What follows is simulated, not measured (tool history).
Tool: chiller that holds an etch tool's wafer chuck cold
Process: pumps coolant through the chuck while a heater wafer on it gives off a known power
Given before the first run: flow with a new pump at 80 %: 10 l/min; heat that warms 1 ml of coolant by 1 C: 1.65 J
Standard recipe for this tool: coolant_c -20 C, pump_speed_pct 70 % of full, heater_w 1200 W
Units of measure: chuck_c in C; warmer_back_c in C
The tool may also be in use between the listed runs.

run	hour	coolant_c	pump_speed_pct	heater_w	chuck_c	warmer_back_c
1	0	-20	70	1200	-3	5.11
2	36.7	-20	70	1200	-2.9	5.17
3	70.2	-20	70	1200	-2.8	5.14
4	95.5	-14	70	1200	3.1	5.15
5	123.6	-14	70	1200	3.2	5.14
6	150	-20	80	1200	-4.7	4.45
7	184.1	-20	80	1200	-4.7	4.46
8	211.8	-20	80	1200	-4.6	4.49
9	249.5	-20	80	1200	-4.7	4.44
10	281.9	-20	95	1200	-6.6	3.7
11	314.7	-20	95	1200	-6.8	3.69
12	340.2	-20	70	725	-9.5	3.1
13	360.1	-26	70	725	-15.5	3.17

Predict the results of run 14:
14	379	-20	86	1200	?	?

chuck_c: -5.5 C
warmer_back_c: 4.13 C
The same run, on a tool lacking any hidden state, would have yielded chuck_c -5.7 C, warmer_back_c 4.04 C.
